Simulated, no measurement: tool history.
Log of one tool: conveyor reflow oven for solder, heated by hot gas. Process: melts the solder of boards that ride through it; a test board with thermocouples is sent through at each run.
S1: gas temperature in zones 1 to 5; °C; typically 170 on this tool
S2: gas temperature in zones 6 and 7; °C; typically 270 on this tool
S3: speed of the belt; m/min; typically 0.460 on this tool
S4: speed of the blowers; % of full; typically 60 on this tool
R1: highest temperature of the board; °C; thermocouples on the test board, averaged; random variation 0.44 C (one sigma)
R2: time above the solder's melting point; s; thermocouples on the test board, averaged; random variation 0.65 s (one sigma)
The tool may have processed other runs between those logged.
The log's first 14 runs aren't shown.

run 15 hour=131.8 | S1=170 S2=270 S3=0.460 S4=62 | R1=257.0 R2=70.8
run 16 hour=137.7 | S1=170 S2=277 S3=0.460 S4=54 | R1=260.3 R2=73.4
run 17 hour=145.6 | S1=166 S2=277 S3=0.460 S4=62 | R1=262.2 R2=73.9
run 18 hour=155.1 | S1=166 S2=277 S3=0.458 S4=62 | R1=261.8 R2=74.5
run 19 hour=165.2 | S1=166 S2=277 S3=0.458 S4=52 | R1=258.7 R2=70.7
run 20 hour=176.9 | S1=166 S2=277 S3=0.458 S4=60 | R1=261.5 R2=74.7
run 21 hour=186.3 | S1=166 S2=277 S3=0.458 S4=60 | R1=262.0 R2=72.6
run 22 hour=194.9 | S1=172 S2=274 S3=0.513 S4=66 | R1=257.7 R2=63.7
run 23 hour=200.5 | S1=172 S2=274 S3=0.513 S4=66 | R1=257.3 R2=65.6
run 24 hour=212.2 | S1=158 S2=266 S3=0.513 S4=62 | R1=247.5 R2=51.8
run 25 hour=218.8 | S1=170 S2=270 S3=0.373 S4=60 | R1=260.8 R2=94.5
run 26 hour=224.4 | S1=158 S2=274 S3=0.527 S4=60 | R1=252.5 R2=53.7
run 27 hour=234.7 | S1=182 S2=267 S3=0.482 S4=77 | R1=257.8 R2=71.7
run 28 hour=246.1 | S1=169 S2=269 S3=0.392 S4=77 | R1=262.2 R2=89.8
run 29 hour=254.8 | S1=178 S2=269 S3=0.536 S4=77 | R1=255.5 R2=63.0
run 30 hour=262.5 | S1=170 S2=285 S3=0.460 S4=67 | R1=271.2 R2=79.7

Predict each of these 4 candidate next runs independently; none follows another, all start after run 30:
run A hour=274.7 | S1=170 S2=285 S3=0.545 S4=78 | R1=? R2=?
run B hour=274.7 | S1=183 S2=270 S3=0.509 S4=60 | R1=? R2=?
run C hour=274.7 | S1=170 S2=285 S3=0.549 S4=68 | R1=? R2=?
run D hour=274.7 | S1=170 S2=274 S3=0.460 S4=60 | R1=? R2=?

run=A R1=267.8 R2=66.4
run=B R1=255.7 R2=67.2
run=C R1=265.5 R2=64.5
run=D R1=259.8 R2=73.3
The same runs, with their run-to-run variation unchanged, on a tool lacking any hidden condition would have given:
run=A R1=267.6 R2=66.3
run=B R1=255.5 R2=66.9
run=C R1=265.3 R2=64.4
run=D R1=259.5 R2=73.1
